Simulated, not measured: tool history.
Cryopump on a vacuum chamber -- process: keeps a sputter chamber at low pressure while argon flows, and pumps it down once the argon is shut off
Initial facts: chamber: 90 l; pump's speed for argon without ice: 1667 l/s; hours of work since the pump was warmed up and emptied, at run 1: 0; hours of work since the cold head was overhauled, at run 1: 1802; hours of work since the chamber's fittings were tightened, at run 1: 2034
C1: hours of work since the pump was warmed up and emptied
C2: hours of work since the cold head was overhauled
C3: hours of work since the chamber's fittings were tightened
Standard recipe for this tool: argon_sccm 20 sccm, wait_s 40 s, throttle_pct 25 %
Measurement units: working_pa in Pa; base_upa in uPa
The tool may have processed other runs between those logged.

Run 1, day 0: usual settings; C1 0; C2 1802; C3 2034. Result: working_pa 0.0815 Pa, base_upa 1.67 uPa.
Run 2, day 2.871: usual settings but argon_sccm 26 sccm; C1 55; C2 1856; C3 2088. Result: working_pa 0.1073 Pa, base_upa 1.68 uPa.
Run 3, day 5.25: usual settings but argon_sccm 26 sccm; C1 100; C2 1901; C3 2134. Result: working_pa 0.1077 Pa, base_upa 1.71 uPa.
Run 4, day 6.788: usual settings but argon_sccm 26 sccm; C1 129; C2 1931; C3 2163. Result: working_pa 0.1096 Pa, base_upa 1.76 uPa.
Run 5, day 8.7: usual settings but argon_sccm 26 sccm; C1 166; C2 1967; C3 2199. Result: working_pa 0.1092 Pa, base_upa 1.73 uPa.
Run 6, day 10.942: usual settings but argon_sccm 21 sccm; C1 208; C2 2010; C3 2242. Result: working_pa 0.0891 Pa, base_upa 1.79 uPa.
Run 7, day 13.712: usual settings but argon_sccm 21 sccm; C1 261; C2 2063; C3 2295. Result: working_pa 0.09 Pa, base_upa 1.83 uPa.
Run 8, day 16.275: usual settings but argon_sccm 21 sccm, wait_s 136 s; C1 310; C2 2111; C3 2343. Result: working_pa 0.0912 Pa, base_upa 1 uPa.
Run 9, day 17.567: usual settings but throttle_pct 20 %; C1 334; C2 2136; C3 2368. Result: working_pa 0.1081 Pa, base_upa 1.84 uPa.
Run 10, day 19.246: usual settings but argon_sccm 14 sccm; C1 366; C2 2168; C3 2400. Result: working_pa 0.0615 Pa, base_upa 1.88 uPa.
Run 11, day 20.65: usual settings but argon_sccm 14 sccm; C1 393; C2 2195; C3 2427. Result: working_pa 0.0624 Pa, base_upa 1.83 uPa.
At day 23.104: pump warmed up, emptied and cooled again.
Run 12, day 23.229: usual settings but argon_sccm 14 sccm; C1 2; C2 2240; C3 2472. Result: working_pa 0.0577 Pa, base_upa 1.77 uPa.
Run 13, day 26.146: usual settings but argon_sccm 14 sccm, throttle_pct 16 %; C1 58; C2 2295; C3 2527. Result: working_pa 0.0901 Pa, base_upa 1.71 uPa.
Run 14, day 28.054: usual settings but argon_sccm 14 sccm, throttle_pct 16 %; C1 94; C2 2332; C3 2564. Result: working_pa 0.0897 Pa, base_upa 1.79 uPa.
Run 15, day 30.083: usual settings; C1 133; C2 2370; C3 2602. Result: working_pa 0.0842 Pa, base_upa 1.81 uPa.
Run 16, day 32.554: usual settings but throttle_pct 40 %; C1 180; C2 2417; C3 2649. Result: working_pa 0.055 Pa, base_upa 1.84 uPa.
Run 17, day 34.7: usual settings but throttle_pct 40 %; C1 221; C2 2458; C3 2690. Result: working_pa 0.0545 Pa, base_upa 1.86 uPa.
Run 18, day 36.325: usual settings but argon_sccm 22 sccm, throttle_pct 40 %; C1 252; C2 2489; C3 2721. Result: working_pa 0.0603 Pa, base_upa 1.84 uPa.
Run 19, day 38.312: usual settings but throttle_pct 40 %; C1 290; C2 2527; C3 2759. Result: working_pa 0.0557 Pa, base_upa 1.99 uPa.
Run 20, day 39.608: usual settings but throttle_pct 18 %; C1 314; C2 2552; C3 2784. Result: working_pa 0.1176 Pa, base_upa 1.94 uPa.
Run 21, day 42.408: usual settings but argon_sccm 29 sccm, wait_s 97 s; C1 367; C2 2605; C3 2837. Result: working_pa 0.1259 Pa, base_upa 1.22 uPa.
Run 22, day 43.979: usual settings but argon_sccm 22 sccm, wait_s 108 s, throttle_pct 34 %; C1 397; C2 2635; C3 2867. Result: working_pa 0.0727 Pa, base_upa 1.26 uPa.
At day 46.079: pump warmed up, emptied and cooled again.
Run 23, day 46.854: usual settings but argon_sccm 31 sccm, wait_s 108 s, throttle_pct 34 %; C1 15; C2 2686; C3 2918. Result: working_pa 0.0929 Pa, base_upa 1.1 uPa.
Run 24, day 48.388: usual settings but argon_sccm 32 sccm, wait_s 128 s, throttle_pct 54 %; C1 44; C2 2715; C3 2947. Result: working_pa 0.0624 Pa, base_upa 1.01 uPa.
Run 25, day 50.367: usual settings but argon_sccm 32 sccm, wait_s 128 s, throttle_pct 54 %; C1 82; C2 2752; C3 2985. Result: working_pa 0.064 Pa, base_upa 1.07 uPa.
Run 26, day 52.375: usual settings but argon_sccm 9 sccm, wait_s 21 s, throttle_pct 31 %; C1 120; C2 2791; C3 3023. Result: working_pa 0.03 Pa, base_upa 2.84 uPa.
Run 27, day 54.142: usual settings but argon_sccm 9 sccm, wait_s 21 s, throttle_pct 31 %; C1 153; C2 2824; C3 3056. Result: working_pa 0.0306 Pa, base_upa 2.87 uPa.
Run 28, day 55.933: usual settings but argon_sccm 9 sccm, wait_s 21 s, throttle_pct 31 %; C1 188; C2 2858; C3 3091. Result: working_pa 0.0312 Pa, base_upa 2.97 uPa.
Run 29, day 57.675: usual settings but argon_sccm 14 sccm, wait_s 36 s, throttle_pct 20 %; C1 221; C2 2892; C3 3124. Result: working_pa 0.0733 Pa, base_upa 2.07 uPa.
Run 30, day 59.833: usual settings but argon_sccm 8 sccm, wait_s 36 s, throttle_pct 43 %; C1 262; C2 2933; C3 3165. Result: working_pa 0.0203 Pa, base_upa 2.07 uPa.
Run 31, day 62.867: usual settings but argon_sccm 30 sccm, throttle_pct 53 %; C1 320; C2 2990; C3 3223. Result: working_pa 0.0659 Pa, base_upa 2.01 uPa.
Run 32, day 65.792: usual settings but argon_sccm 33 sccm, wait_s 118 s; C1 375; C2 3046; C3 3278. Result: working_pa 0.1435 Pa, base_upa 1.3 uPa.
Run 33, day 67.129: usual settings but argon_sccm 33 sccm, wait_s 118 s; C1 401; C2 3071; C3 3304. Result: working_pa 0.1451 Pa, base_upa 1.3 uPa.
Run 34, day 68.762: usual settings but argon_sccm 24 sccm, throttle_pct 18 %; C1 432; C2 3103; C3 3335. Result: working_pa 0.1454 Pa, base_upa 2.02 uPa.
At day 69.162: pump warmed up, emptied and cooled again.
Run 35, day 72.017: usual settings but argon_sccm 22 sccm, wait_s 163 s; C1 54; C2 3161; C3 3393. Result: working_pa 0.0914 Pa, base_upa 1 uPa.

Had the tool no unlogged condition, and each run kept its random variation, what would the results have been?
Hidden state present: pump's speed, % of a pump's without ice; cold plate's temperature, K; leak into the chamber, uPa l/s; drift of the gauge itself on working_pa, %; drift of the gauge itself on base_upa, %.
run  working_pa  base_upa
  1      0.0808      1.36
  2      0.1056      1.35
  3       0.105      1.35
  4      0.1065      1.37
  5      0.1053      1.34
  6      0.0852      1.37
  7      0.0852      1.37
  8      0.0855      0.53
  9       0.102      1.34
 10      0.0568      1.36
 11      0.0573      1.31
 12      0.0572      1.39
 13      0.0892       1.3
 14      0.0884      1.36
 15      0.0816      1.36
 16      0.0519      1.36
 17      0.0507      1.36
 18      0.0555      1.33
 19      0.0506      1.42
 20      0.1122      1.36
 21      0.1166      0.61
 22      0.0649      0.63
 23      0.0917      0.65
 24      0.0605      0.55
 25      0.0613      0.58
 26       0.029      2.34
 27      0.0293      2.35
 28      0.0297      2.41
 29      0.0706      1.49
 30      0.0186      1.47
 31      0.0574      1.36
 32      0.1324      0.59
 33      0.1331      0.58
 34      0.1358      1.29
 35      0.0898      0.45
